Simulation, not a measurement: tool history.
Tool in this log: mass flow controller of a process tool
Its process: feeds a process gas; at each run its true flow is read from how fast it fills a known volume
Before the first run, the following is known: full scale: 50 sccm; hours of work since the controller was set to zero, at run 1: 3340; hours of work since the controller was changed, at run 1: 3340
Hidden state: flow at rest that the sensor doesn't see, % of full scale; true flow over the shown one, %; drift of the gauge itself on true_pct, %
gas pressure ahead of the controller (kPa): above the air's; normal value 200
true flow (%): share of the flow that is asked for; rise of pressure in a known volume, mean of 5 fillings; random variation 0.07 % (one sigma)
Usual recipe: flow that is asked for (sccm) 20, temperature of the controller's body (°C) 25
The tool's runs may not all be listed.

run    hour  flow that is asked for (sccm)  gas pressure ahead of the controller (kPa)  temperature of the controller's body (°C)  hours of work since the controller was set to zero  hours of work since the controller was changed  true flow (%)
  1       0                             20                                         200                                         25                                                3340                                            3340          98.24
  2   441.4                             33                                         200                                         25                                                3680                                            3680           99.1
  3   768.8                             20                                         255                                         25                                                3932                                            3932          98.83
  4  1122.8                             20                                         255                                         25                                                4205                                            4205          98.72
  5  1418.5                             20                                         200                                         25                                                4432                                            4432          98.64
  6  1806.4                             20                                         200                                         25                                                4731                                            4731          98.49
     2083.1  -- controller's zero set anew
  7  2089.7                             20                                         200                                         25                                                   5                                            4949          98.65
  8  2558.6                             20                                         200                                         25                                                 366                                            5310          98.67
  9    2934                             14                                         200                                         25                                                 655                                            5599          98.48
     3114.8  -- controller exchanged for a calibrated one
 10  3389.2                             14                                         200                                         25                                                 211                                             211          98.61
 11  3745.7                             14                                         200                                         25                                                 486                                             486          98.71
 12  4147.6                             14                                         200                                         25                                                 796                                             796          98.62
 13    4579                              6                                         200                                         25                                                1128                                            1128          98.27
 14  4830.6                              8                                         227                                         34                                                1322                                            1322          97.57
 15  5155.7                              8                                         227                                         34                                                1572                                            1572          97.61
 16  5354.2                              5                                         154                                         34                                                1725                                            1725          97.05
 17  5691.9                              9                                         271                                         40                                                1985                                            1985           97.3
 18  5972.2                              9                                         271                                         22                                                2201                                            2201          99.51

What will run 19 give?
 19  6267.5                             20                                         200                                         22                                                2429                                            2429              ?

{"run 19": {"true flow (%)": 99.76}}
Had the tool carried no hidden state, the very same run would have given true flow (%) 98.6.

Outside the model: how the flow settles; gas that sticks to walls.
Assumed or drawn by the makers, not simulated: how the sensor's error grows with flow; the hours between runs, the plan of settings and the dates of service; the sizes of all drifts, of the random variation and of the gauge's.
